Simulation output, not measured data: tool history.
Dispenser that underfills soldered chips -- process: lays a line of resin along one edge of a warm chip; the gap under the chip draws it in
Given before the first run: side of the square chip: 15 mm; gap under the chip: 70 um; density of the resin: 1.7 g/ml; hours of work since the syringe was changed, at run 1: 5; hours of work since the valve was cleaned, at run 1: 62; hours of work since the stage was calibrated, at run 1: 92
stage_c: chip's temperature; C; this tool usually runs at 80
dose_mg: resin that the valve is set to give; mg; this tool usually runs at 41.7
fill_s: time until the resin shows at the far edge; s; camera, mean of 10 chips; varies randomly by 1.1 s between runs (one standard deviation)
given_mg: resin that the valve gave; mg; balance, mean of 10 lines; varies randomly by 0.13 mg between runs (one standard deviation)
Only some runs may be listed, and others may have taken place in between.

run,day,stage_c,dose_mg,hours of work since the syringe was changed,hours of work since the valve was cleaned,hours of work since the stage was calibrated,fill_s,given_mg
1,0,80,41.7,5,62,92,168.9,39.62
# day 0.221: new syringe of resin
# day 0.3: dispensing valve cleaned and set on the balance
2,0.317,80,41.7,1,0,96,117.8,41.55
3,0.529,80,41.7,5,4,100,162.3,41.27
4,0.696,78,41.7,8,7,103,219.8,41.46
# day 0.771: new syringe of resin
5,0.971,78,41.7,4,12,108,160.6,41.22
6,1.171,78,41.7,7,16,112,211.5,41.16
# day 1.296: new syringe of resin
7,1.508,78,41.7,4,22,118,159.8,40.87
# day 1.817: new syringe of resin
8,1.858,78,41.7,1,28,124,124.6,40.68
9,2.142,78,35.9,6,33,129,192.9,34.82
# day 2.329: new syringe of resin
10,2.483,78,35.9,3,39,135,152.7,34.62
11,2.642,78,35.9,6,42,138,196.4,34.43
# day 2.842: new syringe of resin
12,2.983,80,37.2,3,48,144,137.5,35.54
13,3.271,83,41.7,8,53,149,190.8,39.58
# day 3.371: new syringe of resin
14,3.571,83,41.4,4,59,155,137.5,39.2
# day 3.888: new syringe of resin
15,3.912,83,41.4,0,65,161,105.5,38.95
# day 4.058: dispensing valve cleaned and set on the balance
16,4.288,80,43.4,7,4,167,189.8,43.27
# day 4.458: new syringe of resin
17,4.642,71,41.7,3,10,173,193.3,41.28
18,4.954,71,41.7,9,16,179,309,41.2
# day 4.996: new syringe of resin
19,5.296,81,45.9,5,22,185,166.5,44.75
20,5.488,81,45.9,9,26,189,227.2,44.6
# day 5.533: new syringe of resin
21,5.729,67,35.7,4,30,193,236.1,34.8
22,5.879,72,41.7,6,33,196,237.7,40.79
# day 6.046: new syringe of resin
23,6.054,87,39.2,0,36,198,91.5,37.99
24,6.329,87,39.2,5,41,204,138.7,37.71
25,6.525,84,36.8,9,44,207,214.3,35.49
# day 6.558: new syringe of resin
26,6.708,78,40.3,3,47,210,149.1,39.01
27,6.983,80,40.2,8,53,215,212.1,38.45
# day 7.092: new syringe of resin
28,7.254,80,40.2,3,57,220,146.1,38.25
29,7.529,80,43.8,8,62,225,221.9,41.25
# day 7.617: new syringe of resin
30,7.704,85,41.9,2,65,228,115.7,39.48
# day 7.821: dispensing valve cleaned and set on the balance
31,8.017,92,36.9,7,4,233,142.9,37.13
# day 8.175: new syringe of resin
32,8.183,92,36.9,0,6,236,80.3,36.88
33,8.458,80,51,5,11,241,169.1,51.02
34,8.662,80,44.7,9,15,245,234.5,44.27
# day 8.7: new syringe of resin
35,8.958,87,46.2,5,20,250,129.2,45.54

Each row is a separate what-if for the run after 35, all from the same tool condition, not one after another. Results?
# day 9.212: new syringe of resin
A,9.233,73,41.7,0,25,255,?,?
# day 9.212: new syringe of resin
B,9.233,87,43.6,0,25,255,?,?
# day 9.212: new syringe of resin
C,9.233,77,36.5,0,25,255,?,?
# day 9.212: new syringe of resin
D,9.233,65,37.2,0,25,255,?,?

run,fill_s,given_mg
A,147.3,40.93
B,95.4,42.74
C,133.7,35.71
D,196.3,36.54
With no hidden state in the tool, these same runs would have given:
run,fill_s,given_mg
A,134.9,41.79
B,87.7,43.64
C,122.1,36.47
D,178.9,37.31

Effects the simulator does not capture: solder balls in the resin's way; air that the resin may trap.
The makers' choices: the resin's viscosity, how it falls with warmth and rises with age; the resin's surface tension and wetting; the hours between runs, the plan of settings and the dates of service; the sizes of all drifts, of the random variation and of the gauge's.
